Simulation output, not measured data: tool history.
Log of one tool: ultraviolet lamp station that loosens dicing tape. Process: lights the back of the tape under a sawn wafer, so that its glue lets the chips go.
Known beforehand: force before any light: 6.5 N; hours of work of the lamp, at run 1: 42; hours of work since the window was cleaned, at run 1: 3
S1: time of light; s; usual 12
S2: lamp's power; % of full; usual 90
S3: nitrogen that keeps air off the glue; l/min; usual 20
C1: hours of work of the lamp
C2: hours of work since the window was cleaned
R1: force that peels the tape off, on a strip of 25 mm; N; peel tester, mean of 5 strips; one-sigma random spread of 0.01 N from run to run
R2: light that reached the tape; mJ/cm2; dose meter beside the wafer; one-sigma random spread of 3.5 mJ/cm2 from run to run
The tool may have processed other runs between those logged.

| run | hour | S1 | S2 | S3 | C1 | C2 | R1 | R2 |
|---|---|---|---|---|---|---|---|---|
| 1 | 0.0 | 12 | 90 | 20 | 42 | 3 | 0.460 | 567 |
| 2 | 26.8 | 12 | 90 | 20 | 57 | 19 | 0.448 | 569 |
| 3 | 42.1 | 12 | 86 | 20 | 66 | 28 | 0.508 | 548 |
| 4 | 63.6 | 12 | 86 | 20 | 79 | 41 | 0.489 | 548 |
| 5 | 95.7 | 12 | 86 | 20 | 98 | 59 | 0.511 | 541 |
| 6 | 115.1 | 12 | 86 | 20 | 109 | 71 | 0.513 | 539 |
| 7 | 136.4 | 12 | 86 | 20 | 122 | 83 | 0.506 | 539 |
| 8 | 162.5 | 22 | 81 | 27 | 137 | 99 | 0.214 | 958 |
| 9 | 196.8 | 9 | 66 | 35 | 158 | 119 | 1.051 | 312 |
| 10 | 215.4 | 9 | 78 | 20 | 169 | 130 | 0.985 | 376 |

Forecast each of these 5 alternatives for the next run:
| A | 238.2 | 21 | 64 | 33 | 182 | 143 | ? | ? |
| B | 238.2 | 9 | 87 | 20 | 182 | 143 | ? | ? |
| C | 238.2 | 9 | 62 | 20 | 182 | 143 | ? | ? |
| D | 238.2 | 18 | 72 | 35 | 182 | 143 | ? | ? |
| E | 238.2 | 12 | 68 | 20 | 182 | 143 | ? | ? |

| run | R1 | R2 |
|---|---|---|
| A | 0.263 | 707 |
| B | 0.859 | 412 |
| C | 1.425 | 294 |
| D | 0.273 | 685 |
| E | 0.747 | 430 |
With no hidden state in the tool, these same runs would have given:
| run | R1 | R2 |
|---|---|---|
| A | 0.263 | 708 |
| B | 0.856 | 412 |
| C | 1.422 | 294 |
| D | 0.272 | 686 |
| E | 0.745 | 431 |
